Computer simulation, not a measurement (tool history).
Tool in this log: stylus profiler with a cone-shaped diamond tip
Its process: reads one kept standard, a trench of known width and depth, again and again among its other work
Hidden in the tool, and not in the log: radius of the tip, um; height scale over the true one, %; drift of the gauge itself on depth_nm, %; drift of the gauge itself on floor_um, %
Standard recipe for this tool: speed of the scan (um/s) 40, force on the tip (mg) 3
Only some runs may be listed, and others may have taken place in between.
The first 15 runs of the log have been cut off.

| run | day | speed of the scan (um/s) | force on the tip (mg) | scans with this tip | hours of work since the height scale was calibrated | depth of the trench (nm) | width of the trench's floor (um) |
|---|---|---|---|---|---|---|---|
| 16 | 9.204 | 40 | 3.61 | 5446 | 637 | 101.42 | 28.16 |
|  | 9.262 | height scale calibrated on a step standard |
| 17 | 9.65 | 40 | 3.61 | 5497 | 5 | 101.35 | 28.2 |
| 18 | 10.242 | 40 | 2.52 | 5568 | 14 | 101.03 | 28.14 |
| 19 | 10.825 | 40 | 2.52 | 5639 | 22 | 101.04 | 28.2 |
| 20 | 11.479 | 40 | 2.52 | 5717 | 31 | 101.03 | 28.12 |
| 21 | 11.975 | 40 | 2.52 | 5777 | 38 | 101.06 | 28.1 |
| 22 | 12.521 | 40 | 1.11 | 5843 | 46 | 100.53 | 28.05 |
| 23 | 13.183 | 40 | 1.11 | 5923 | 55 | 100.5 | 28.09 |

The next listed run, before its measurement:
| 24 | 14.033 | 40 | 1.11 | 6025 | 67 | ? | ? |

depth of the trench (nm): 100.5
width of the trench's floor (um): 27.99
Had the tool carried no hidden state, the very same run would have given depth of the trench (nm) 100.66, width of the trench's floor (um) 28.26.

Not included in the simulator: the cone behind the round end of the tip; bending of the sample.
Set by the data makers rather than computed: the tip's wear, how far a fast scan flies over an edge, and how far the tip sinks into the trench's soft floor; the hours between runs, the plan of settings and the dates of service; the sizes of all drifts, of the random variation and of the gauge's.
